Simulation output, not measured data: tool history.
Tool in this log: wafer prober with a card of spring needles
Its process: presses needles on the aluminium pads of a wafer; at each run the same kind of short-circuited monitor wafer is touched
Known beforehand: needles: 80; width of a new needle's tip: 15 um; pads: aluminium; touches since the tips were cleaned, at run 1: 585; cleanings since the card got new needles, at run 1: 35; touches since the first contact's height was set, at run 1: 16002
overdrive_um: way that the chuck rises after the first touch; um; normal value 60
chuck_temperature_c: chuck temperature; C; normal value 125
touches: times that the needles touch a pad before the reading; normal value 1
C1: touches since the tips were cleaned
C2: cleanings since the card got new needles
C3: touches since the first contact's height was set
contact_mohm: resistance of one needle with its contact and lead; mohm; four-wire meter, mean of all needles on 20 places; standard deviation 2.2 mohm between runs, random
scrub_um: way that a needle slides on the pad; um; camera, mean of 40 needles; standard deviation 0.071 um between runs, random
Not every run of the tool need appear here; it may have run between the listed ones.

run 1 hour=0 | overdrive_um=60 chuck_temperature_c=125 touches=1 | C1=585 C2=35 C3=16002 | contact_mohm=253 scrub_um=15.28
-- hour=7.1 tips cleaned on abrasive film
run 2 hour=9.1 | overdrive_um=60 chuck_temperature_c=74 touches=1 | C1=831 C2=36 C3=19740 | contact_mohm=237 scrub_um=15.27
-- hour=15.2 tips cleaned on abrasive film
run 3 hour=19.4 | overdrive_um=60 chuck_temperature_c=125 touches=1 | C1=1740 C2=37 C3=23927 | contact_mohm=248 scrub_um=15.15
-- hour=23.2 tips cleaned on abrasive film
-- hour=31.7 tips cleaned on abrasive film
run 4 hour=33.9 | overdrive_um=60 chuck_temperature_c=125 touches=1 | C1=928 C2=39 C3=29853 | contact_mohm=252 scrub_um=15.39
-- hour=39.8 tips cleaned on abrasive film
run 5 hour=42 | overdrive_um=60 chuck_temperature_c=125 touches=1 | C1=919 C2=40 C3=33157 | contact_mohm=250 scrub_um=15.38
-- hour=47.5 tips cleaned on abrasive film
-- hour=55.8 tips cleaned on abrasive film
run 6 hour=56.3 | overdrive_um=60 chuck_temperature_c=125 touches=1 | C1=224 C2=42 C3=38998 | contact_mohm=246 scrub_um=15.4
-- hour=63.8 tips cleaned on abrasive film
-- hour=71.5 tips cleaned on abrasive film
run 7 hour=71.9 | overdrive_um=60 chuck_temperature_c=125 touches=1 | C1=187 C2=44 C3=45363 | contact_mohm=248 scrub_um=15.27
-- hour=79.3 tips cleaned on abrasive film
run 8 hour=80.3 | overdrive_um=67 chuck_temperature_c=125 touches=1 | C1=423 C2=45 C3=48781 | contact_mohm=244 scrub_um=17.11
-- hour=87.6 tips cleaned on abrasive film
run 9 hour=88.8 | overdrive_um=60 chuck_temperature_c=125 touches=2 | C1=491 C2=46 C3=52244 | contact_mohm=250 scrub_um=15.26
-- hour=95.4 tips cleaned on abrasive film
run 10 hour=96.6 | overdrive_um=60 chuck_temperature_c=125 touches=2 | C1=493 C2=47 C3=55440 | contact_mohm=247 scrub_um=15.49
-- hour=103.2 tips cleaned on abrasive film
run 11 hour=108.5 | overdrive_um=60 chuck_temperature_c=125 touches=2 | C1=2172 C2=48 C3=60311 | contact_mohm=249 scrub_um=15.37
-- hour=110.8 tips cleaned on abrasive film
-- hour=118.9 tips cleaned on abrasive film
run 12 hour=118.9 | overdrive_um=58 chuck_temperature_c=48 touches=1 | C1=0 C2=50 C3=64550 | contact_mohm=232 scrub_um=15
-- hour=127.6 tips cleaned on abrasive film
run 13 hour=133.1 | overdrive_um=58 chuck_temperature_c=48 touches=1 | C1=2309 C2=51 C3=70381 | contact_mohm=231 scrub_um=14.93

Alternative continuations, all from the tool just after run 13; predict every row:
-- hour=135.8 tips cleaned on abrasive film
run A hour=141.7 | overdrive_um=44 chuck_temperature_c=125 touches=1 | C1=2434 C2=52 C3=73884 | contact_mohm=? scrub_um=?
-- hour=135.8 tips cleaned on abrasive film
run B hour=141.7 | overdrive_um=41 chuck_temperature_c=118 touches=1 | C1=2434 C2=52 C3=73884 | contact_mohm=? scrub_um=?
-- hour=135.8 tips cleaned on abrasive film
run C hour=141.7 | overdrive_um=59 chuck_temperature_c=29 touches=2 | C1=2434 C2=52 C3=73884 | contact_mohm=? scrub_um=?

run=A contact_mohm=251 scrub_um=11.42
run=B contact_mohm=254 scrub_um=10.66
run=C contact_mohm=226 scrub_um=15.3
Stripped of hidden state, with their random variation kept, the same runs would have yielded:
run=A contact_mohm=251 scrub_um=11.32
run=B contact_mohm=253 scrub_um=10.56
run=C contact_mohm=225 scrub_um=15.15

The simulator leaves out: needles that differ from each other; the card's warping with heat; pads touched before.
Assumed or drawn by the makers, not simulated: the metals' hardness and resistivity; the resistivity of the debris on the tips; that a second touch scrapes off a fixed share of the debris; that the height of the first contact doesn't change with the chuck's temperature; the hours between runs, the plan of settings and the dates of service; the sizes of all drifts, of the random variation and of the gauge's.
